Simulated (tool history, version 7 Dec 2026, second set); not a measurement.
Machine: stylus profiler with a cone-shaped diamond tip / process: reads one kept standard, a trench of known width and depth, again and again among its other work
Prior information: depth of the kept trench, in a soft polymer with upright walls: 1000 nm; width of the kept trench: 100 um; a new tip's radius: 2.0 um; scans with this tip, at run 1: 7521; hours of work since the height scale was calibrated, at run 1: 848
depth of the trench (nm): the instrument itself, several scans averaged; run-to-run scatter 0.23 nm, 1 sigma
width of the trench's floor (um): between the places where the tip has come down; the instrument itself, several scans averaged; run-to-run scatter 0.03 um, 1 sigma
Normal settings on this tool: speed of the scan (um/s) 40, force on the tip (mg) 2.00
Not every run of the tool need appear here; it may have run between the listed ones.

| run | hour | speed of the scan (um/s) | force on the tip (mg) | scans with this tip | hours of work since the height scale was calibrated | depth of the trench (nm) | width of the trench's floor (um) |
|---|---|---|---|---|---|---|---|
| 1 | 0.0 | 40 | 2.00 | 7521 | 848 | 1011.14 | 95.26 |
| 2 | 116.3 | 40 | 4.21 | 8036 | 906 | 1016.70 | 95.20 |
| 3 | 239.4 | 40 | 4.21 | 8580 | 968 | 1017.08 | 95.20 |
| 4 | 308.9 | 40 | 4.91 | 8888 | 1003 | 1018.39 | 95.11 |
| 5 | 429.4 | 40 | 4.91 | 9422 | 1063 | 1018.90 | 95.08 |
| 6 | 510.5 | 40 | 4.91 | 9781 | 1103 | 1018.31 | 95.03 |
| 7 | 568.6 | 40 | 4.91 | 10038 | 1132 | 1018.64 | 95.03 |
| 8 | 682.9 | 40 | 4.91 | 10544 | 1189 | 1018.91 | 94.91 |
| 9 | 741.2 | 40 | 4.91 | 10802 | 1218 | 1019.07 | 94.92 |
| 10 | 833.7 | 40 | 0.85 | 11211 | 1265 | 1008.53 | 94.64 |
| 11 | 952.1 | 33 | 0.85 | 11736 | 1324 | 1008.55 | 94.62 |
| 12 | 1063.1 | 33 | 0.85 | 12227 | 1379 | 1008.97 | 94.58 |
| 13 | 1188.5 | 40 | 4.01 | 12782 | 1442 | 1018.02 | 94.64 |
| 14 | 1265.2 | 40 | 4.01 | 13122 | 1480 | 1018.08 | 94.60 |
|  | 1344.0 | height scale calibrated on a step standard |
| 15 | 1391.1 | 40 | 0.85 | 13677 | 23 | 1005.18 | 94.36 |
| 16 | 1503.3 | 40 | 2.00 | 14173 | 80 | 1009.26 | 94.44 |
| 17 | 1587.0 | 40 | 2.00 | 14544 | 121 | 1009.27 | 94.37 |
| 18 | 1646.5 | 40 | 2.00 | 14807 | 151 | 1008.76 | 94.40 |
| 19 | 1777.0 | 40 | 2.00 | 15385 | 216 | 1009.38 | 94.31 |
| 20 | 1840.6 | 40 | 2.00 | 15667 | 248 | 1009.18 | 94.36 |
| 21 | 1933.3 | 40 | 5.36 | 16077 | 294 | 1017.69 | 94.37 |
| 22 | 2039.9 | 40 | 5.36 | 16549 | 347 | 1018.01 | 94.28 |
| 23 | 2147.1 | 40 | 5.36 | 17024 | 401 | 1017.97 | 94.27 |
| 24 | 2256.1 | 23 | 0.84 | 17506 | 455 | 1006.34 | 94.11 |
| 25 | 2329.7 | 24 | 3.11 | 17832 | 492 | 1013.02 | 94.27 |
| 26 | 2453.1 | 42 | 0.94 | 18378 | 554 | 1007.37 | 93.90 |
|  | 2482.4 | new tip fitted, height scale calibrated |
| 27 | 2525.6 | 34 | 4.78 | 191 | 22 | 1015.39 | 96.36 |
| 28 | 2585.9 | 87 | 1.91 | 459 | 52 | 1008.31 | 95.84 |
| 29 | 2700.5 | 20 | 3.31 | 966 | 109 | 1012.10 | 96.27 |
| 30 | 2826.2 | 100 | 3.21 | 1522 | 172 | 1012.05 | 95.77 |
| 31 | 2917.6 | 100 | 3.21 | 1927 | 217 | 1012.30 | 95.72 |
| 32 | 2994.5 | 88 | 1.35 | 2267 | 256 | 1007.42 | 95.50 |
| 33 | 3087.3 | 88 | 1.35 | 2678 | 302 | 1007.17 | 95.40 |
| 34 | 3165.4 | 35 | 1.35 | 3024 | 341 | 1007.24 | 95.81 |
| 35 | 3269.4 | 50 | 2.37 | 3484 | 393 | 1010.39 | 95.72 |
| 36 | 3386.3 | 15 | 5.26 | 4002 | 451 | 1017.52 | 95.91 |
| 37 | 3455.4 | 15 | 5.26 | 4308 | 486 | 1017.77 | 95.89 |
| 38 | 3530.6 | 49 | 2.81 | 4641 | 523 | 1012.28 | 95.63 |
| 39 | 3660.8 | 17 | 0.93 | 5217 | 588 | 1007.18 | 95.63 |
| 40 | 3733.5 | 17 | 0.93 | 5539 | 625 | 1007.20 | 95.59 |
| 41 | 3820.2 | 60 | 3.12 | 5922 | 668 | 1013.50 | 95.35 |
| 42 | 3901.4 | 25 | 2.16 | 6282 | 709 | 1011.13 | 95.53 |

5 options for the next run, each taken on its own from the tool as it stands now. Forecast them:
| A | 3983.2 | 71 | 1.84 | 6644 | 749 | ? | ? |
| B | 3983.2 | 20 | 0.89 | 6644 | 749 | ? | ? |
| C | 3983.2 | 139 | 2.07 | 6644 | 749 | ? | ? |
| D | 3983.2 | 23 | 2.16 | 6644 | 749 | ? | ? |
| E | 3983.2 | 35 | 3.31 | 6644 | 749 | ? | ? |

| run | depth of the trench (nm) | width of the trench's floor (um) |
|---|---|---|
| A | 1010.16 | 95.20 |
| B | 1006.94 | 95.48 |
| C | 1011.29 | 94.61 |
| D | 1011.35 | 95.44 |
| E | 1014.28 | 95.46 |
Without the tool's unlogged condition, the same runs would have read:
| run | depth of the trench (nm) | width of the trench's floor (um) |
|---|---|---|
| A | 1007.77 | 96.10 |
| B | 1004.56 | 96.37 |
| C | 1008.91 | 95.51 |
| D | 1008.96 | 96.34 |
| E | 1011.88 | 96.36 |

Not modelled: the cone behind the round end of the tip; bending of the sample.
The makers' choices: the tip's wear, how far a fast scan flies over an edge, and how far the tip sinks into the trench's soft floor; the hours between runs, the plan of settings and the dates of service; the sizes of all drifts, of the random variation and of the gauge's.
